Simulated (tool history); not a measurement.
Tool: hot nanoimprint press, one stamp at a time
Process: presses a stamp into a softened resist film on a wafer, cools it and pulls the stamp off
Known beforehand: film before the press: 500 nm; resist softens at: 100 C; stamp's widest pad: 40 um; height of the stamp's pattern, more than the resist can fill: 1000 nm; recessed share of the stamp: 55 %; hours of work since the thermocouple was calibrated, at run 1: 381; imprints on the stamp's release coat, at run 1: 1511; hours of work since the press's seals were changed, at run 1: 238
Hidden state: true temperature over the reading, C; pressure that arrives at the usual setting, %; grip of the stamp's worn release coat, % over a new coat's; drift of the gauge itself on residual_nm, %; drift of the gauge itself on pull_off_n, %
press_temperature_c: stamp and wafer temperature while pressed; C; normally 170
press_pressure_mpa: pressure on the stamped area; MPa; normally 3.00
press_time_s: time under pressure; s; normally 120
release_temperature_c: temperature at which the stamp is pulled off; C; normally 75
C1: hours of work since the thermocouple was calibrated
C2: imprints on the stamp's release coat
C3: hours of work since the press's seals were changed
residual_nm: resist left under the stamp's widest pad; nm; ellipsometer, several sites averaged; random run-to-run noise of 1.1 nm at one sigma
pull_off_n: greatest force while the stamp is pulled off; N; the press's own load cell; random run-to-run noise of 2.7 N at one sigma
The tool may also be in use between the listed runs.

Run 1, hour 0.0: usual settings; C1 381; C2 1511; C3 238. Result: residual_nm 268.5 nm, pull_off_n 125 N.
At hour 14.8: plate thermocouple calibrated.
Run 2, hour 18.8: usual settings; C1 2; C2 1566; C3 247. Result: residual_nm 270.5 nm, pull_off_n 123 N.
Run 3, hour 38.3: usual settings; C1 14; C2 1635; C3 259. Result: residual_nm 268.0 nm, pull_off_n 126 N.
At hour 51.5: stamp cleaned and given a new release coat.
Run 4, hour 56.7: usual settings but release_temperature_c 66 C; C1 22; C2 18; C3 267. Result: residual_nm 270.7 nm, pull_off_n 133 N.
Run 5, hour 72.3: usual settings but release_temperature_c 80 C; C1 31; C2 73; C3 276. Result: residual_nm 268.9 nm, pull_off_n 113 N.
Run 6, hour 91.8: usual settings but release_temperature_c 80 C; C1 43; C2 141; C3 288. Result: residual_nm 270.0 nm, pull_off_n 114 N.
Run 7, hour 116.5: usual settings but release_temperature_c 80 C; C1 58; C2 228; C3 303. Result: residual_nm 269.3 nm, pull_off_n 114 N.
Run 8, hour 136.4: usual settings; C1 70; C2 297; C3 315. Result: residual_nm 270.4 nm, pull_off_n 125 N.
Run 9, hour 149.0: usual settings; C1 78; C2 341; C3 323. Result: residual_nm 269.2 nm, pull_off_n 121 N.
Run 10, hour 162.3: usual settings; C1 86; C2 388; C3 331. Result: residual_nm 270.6 nm, pull_off_n 119 N.
Run 11, hour 189.2: usual settings; C1 102; C2 482; C3 347. Result: residual_nm 271.7 nm, pull_off_n 122 N.
Run 12, hour 213.1: usual settings; C1 117; C2 566; C3 361. Result: residual_nm 268.5 nm, pull_off_n 126 N.
Run 13, hour 233.6: usual settings; C1 129; C2 638; C3 374. Result: residual_nm 270.4 nm, pull_off_n 125 N.
Run 14, hour 246.7: usual settings; C1 137; C2 684; C3 382. Result: residual_nm 268.3 nm, pull_off_n 124 N.
Run 15, hour 272.7: usual settings; C1 153; C2 775; C3 398. Result: residual_nm 268.1 nm, pull_off_n 118 N.
Run 16, hour 299.1: usual settings; C1 169; C2 868; C3 414. Result: residual_nm 268.1 nm, pull_off_n 123 N.
Run 17, hour 319.5: usual settings but press_pressure_mpa 2.79 MPa; C1 181; C2 939; C3 426. Result: residual_nm 279.0 nm, pull_off_n 123 N.
Run 18, hour 346.2: usual settings but press_pressure_mpa 2.79 MPa, press_time_s 79 s, release_temperature_c 76 C; C1 197; C2 1033; C3 442. Result: residual_nm 317.6 nm, pull_off_n 124 N.
Run 19, hour 369.5: usual settings but press_pressure_mpa 2.79 MPa, press_time_s 79 s, release_temperature_c 76 C; C1 212; C2 1114; C3 456. Result: residual_nm 315.5 nm, pull_off_n 123 N.
Run 20, hour 392.7: usual settings but press_pressure_mpa 2.79 MPa, press_time_s 79 s, release_temperature_c 76 C; C1 226; C2 1195; C3 470. Result: residual_nm 313.6 nm, pull_off_n 124 N.
Run 21, hour 411.6: usual settings but press_temperature_c 163 C, press_pressure_mpa 2.79 MPa, press_time_s 77 s; C1 237; C2 1262; C3 482. Result: residual_nm 383.9 nm, pull_off_n 123 N.
Run 22, hour 431.3: usual settings but press_temperature_c 163 C, press_pressure_mpa 2.79 MPa, press_time_s 77 s; C1 249; C2 1331; C3 494. Result: residual_nm 383.4 nm, pull_off_n 121 N.
Run 23, hour 452.6: usual settings but press_temperature_c 163 C, press_pressure_mpa 2.79 MPa, press_time_s 77 s; C1 262; C2 1405; C3 507. Result: residual_nm 381.9 nm, pull_off_n 126 N.
Run 24, hour 471.3: usual settings but press_temperature_c 163 C, press_pressure_mpa 2.79 MPa, press_time_s 108 s; C1 273; C2 1471; C3 518. Result: residual_nm 354.9 nm, pull_off_n 122 N.
Run 25, hour 486.9: usual settings but press_pressure_mpa 3.08 MPa, press_time_s 65 s, release_temperature_c 61 C; C1 283; C2 1526; C3 528. Result: residual_nm 318.9 nm, pull_off_n 143 N.
Run 26, hour 498.8: usual settings but press_temperature_c 173 C, press_pressure_mpa 3.08 MPa, press_time_s 65 s, release_temperature_c 62 C; C1 290; C2 1568; C3 535. Result: residual_nm 294.0 nm, pull_off_n 142 N.
Run 27, hour 517.6: usual settings but press_temperature_c 181 C, press_pressure_mpa 4.70 MPa, press_time_s 156 s, release_temperature_c 81 C; C1 301; C2 1633; C3 546. Result: residual_nm 128.1 nm, pull_off_n 114 N.
At hour 532.7: stamp cleaned and given a new release coat.
Run 28, hour 548.0: usual settings but press_temperature_c 181 C, press_pressure_mpa 4.70 MPa, press_time_s 105 s, release_temperature_c 70 C; C1 316; C2 54; C3 561. Result: residual_nm 149.4 nm, pull_off_n 129 N.
Run 29, hour 566.8: usual settings but press_temperature_c 174 C, press_pressure_mpa 2.04 MPa, press_time_s 77 s; C1 328; C2 120; C3 572. Result: residual_nm 316.5 nm, pull_off_n 127 N.
Run 30, hour 578.6: usual settings but press_temperature_c 174 C, press_pressure_mpa 2.04 MPa, press_time_s 77 s; C1 335; C2 161; C3 580. Result: residual_nm 317.9 nm, pull_off_n 122 N.
Run 31, hour 592.9: usual settings but press_temperature_c 166 C, press_pressure_mpa 2.54 MPa, press_time_s 119 s, release_temperature_c 65 C; C1 343; C2 211; C3 588. Result: residual_nm 330.1 nm, pull_off_n 139 N.

Take each entry between the runs: how does the hidden state at the last listed run before it differ from the hidden state at the first listed run after it?
From run 1 to run 2: plate thermocouple calibrated (hour 14.8)
  true temperature over the reading, C: 0.09 -> 0.02; grip of the stamp's worn release coat, % over a new coat's: 1.6 -> 1.7
From run 3 to run 4: stamp cleaned and given a new release coat (hour 51.5)
  grip of the stamp's worn release coat, % over a new coat's: 1.8 -> 0
From run 27 to run 28: stamp cleaned and given a new release coat (hour 532.7)
  grip of the stamp's worn release coat, % over a new coat's: 1.8 -> 0.1

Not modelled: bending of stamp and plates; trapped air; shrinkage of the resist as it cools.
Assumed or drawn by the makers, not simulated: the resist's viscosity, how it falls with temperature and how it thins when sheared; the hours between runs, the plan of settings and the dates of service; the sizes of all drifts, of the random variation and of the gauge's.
